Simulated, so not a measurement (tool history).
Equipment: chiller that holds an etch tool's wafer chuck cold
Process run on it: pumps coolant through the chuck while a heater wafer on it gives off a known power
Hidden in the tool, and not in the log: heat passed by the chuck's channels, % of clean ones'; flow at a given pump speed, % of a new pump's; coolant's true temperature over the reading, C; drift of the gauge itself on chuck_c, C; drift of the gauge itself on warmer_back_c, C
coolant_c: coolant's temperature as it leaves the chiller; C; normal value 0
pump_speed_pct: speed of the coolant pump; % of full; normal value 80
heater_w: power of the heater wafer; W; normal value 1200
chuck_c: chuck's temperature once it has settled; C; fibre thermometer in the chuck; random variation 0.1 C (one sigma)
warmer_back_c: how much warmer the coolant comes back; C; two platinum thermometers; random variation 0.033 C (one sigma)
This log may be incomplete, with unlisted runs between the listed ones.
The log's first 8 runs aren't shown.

run    hour  coolant_c  pump_speed_pct  heater_w  hours since the coolant was changed and the channels were flushed  hours since the pump was overhauled  hours since the chiller's thermometer was calibrated  chuck_c  warmer_back_c
  9   342.1          1              80      1200                                                               2198                                 2362                                                   338     12.5           5.25
 10     368         -1              80      1200                                                               2224                                 2388                                                   364     10.5           5.26
 11   424.8         -1              80      1200                                                               2281                                 2445                                                   421     10.5           5.21
 12   455.1          7              80      1200                                                               2311                                 2475                                                   451     18.5           5.21
 13   492.3          7              80      1200                                                               2349                                 2512                                                   488     18.7           5.21
 14   523.7          7              80      1200                                                               2380                                 2544                                                   520     18.6           5.18
 15   580.5          7              80      1200                                                               2437                                 2601                                                   576     18.7           5.24
 16   605.6          7              80      1200                                                               2462                                 2626                                                   601     18.6           5.22
 17   652.3        -10              99      1200                                                               2509                                 2672                                                   648      0.1           4.21
 18   709.1          0              84      1161                                                               2565                                 2729                                                   705       11           4.86
 19   738.2          0              84      1161                                                               2595                                 2758                                                   734     10.9           4.82
 20   778.6          0              84      1291                                                               2635                                 2799                                                   774     12.3           5.42
 21   827.2          3              90      1291                                                               2684                                 2847                                                   823     14.9           4.99
 22   880.8          0              80      1082                                                               2737                                 2901                                                   877     10.8           4.83
 23   909.9          5              97      1082                                                               2766                                 2930                                                   906     14.6           3.87
 24   937.9          0              63      1026                                                               2794                                 2958                                                   934     12.1           5.89
 25   988.8          0              76       705                                                               2845                                 3009                                                   985      7.3           3.25
 26  1023.1          0              80       903                                                               2879                                 3043                                                  1019        9           4.09
 27  1049.8          0              80       903                                                               2906                                 3070                                                  1046      9.1           4.01
 28    1094          0              80      1559                                                               2950                                 3114                                                  1090     15.6           6.95
 29  1134.5          0              80      1559                                                               2991                                 3155                                                  1130     15.5           6.92
 30  1164.9         -1              91      1405                                                               3021                                 3185                                                  1161     11.7           5.49
 31  1192.1         -6              76      1200                                                               3048                                 3212                                                  1188      6.4           5.65
 32  1222.7          4              75      1025                                                               3079                                 3243                                                  1219     14.6           4.93

Forecast each of these 4 alternatives for the next run:
  A  1281.2          4              75       826                                                               3138                                 3301                                                  1277        ?              ?
  B  1281.2         -3              80       861                                                               3138                                 3301                                                  1277        ?              ?
  C  1281.2         -8              73      1200                                                               3138                                 3301                                                  1277        ?              ?
  D  1281.2          4              74      1025                                                               3138                                 3301                                                  1277        ?              ?

run  chuck_c  warmer_back_c
  A     12.8           3.97
  B      5.6           3.82
  C      4.9           5.95
  D       15           5.01
The same runs, with their run-to-run variation unchanged, on a tool lacking any hidden condition would have given:
run  chuck_c  warmer_back_c
  A     11.4           3.57
  B      4.3           3.43
  C      2.9           5.35
  D     13.3           4.51

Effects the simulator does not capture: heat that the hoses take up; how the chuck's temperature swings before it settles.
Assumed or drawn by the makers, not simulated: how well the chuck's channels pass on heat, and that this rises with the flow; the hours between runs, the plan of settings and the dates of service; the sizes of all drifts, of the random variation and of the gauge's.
